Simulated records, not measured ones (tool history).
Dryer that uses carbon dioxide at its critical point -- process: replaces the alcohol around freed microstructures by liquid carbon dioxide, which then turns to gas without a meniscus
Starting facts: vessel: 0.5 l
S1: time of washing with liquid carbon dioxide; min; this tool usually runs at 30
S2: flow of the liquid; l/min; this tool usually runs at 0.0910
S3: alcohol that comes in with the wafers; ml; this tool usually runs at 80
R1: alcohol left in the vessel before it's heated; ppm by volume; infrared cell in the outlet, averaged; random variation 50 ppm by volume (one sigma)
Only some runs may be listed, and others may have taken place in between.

run   hour  S1      S2   S3     R1
  1    0.0  30  0.0910   80   4984
  2    6.2  30  0.0910   80   4899
  3   16.7  30  0.0910   80   5006
  4   23.3  30  0.0910   80   4941
  5   30.5  30  0.0910   80   5073
  6   38.0  30  0.0910   80   5087
  7   49.7  30  0.0910   80   5125
  8   56.5  30  0.0910   80   5100
  9   66.8  30  0.0910   80   5268
 10   74.2  30  0.0910   80   5204
      79.3  -- inlet filter changed
 11   87.8  30  0.0910   80   3500
 12   94.0  30  0.0910   80   3431
 13  106.8  30  0.0910   80   3536
 14  119.6  29  0.0910  116   5848
 15  126.7  43  0.0552  116   9277
 16  133.7  43  0.1170   22    123
 17  146.2  24  0.0888   90   9003
 18  156.9  30  0.0910   22   1068
 19  165.8  21  0.0703   42  11862
 20  178.6  26  0.0910  118   8798
 21  184.4  26  0.0910  118   9187
 22  190.1  30  0.1473   67    331

Predict the results of run 23:
 23  202.2  40  0.1473  29   ?

{"run 23": {"R1": 102}}
The same run, on a tool lacking any hidden state, would have yielded R1 8 ppm by volume.
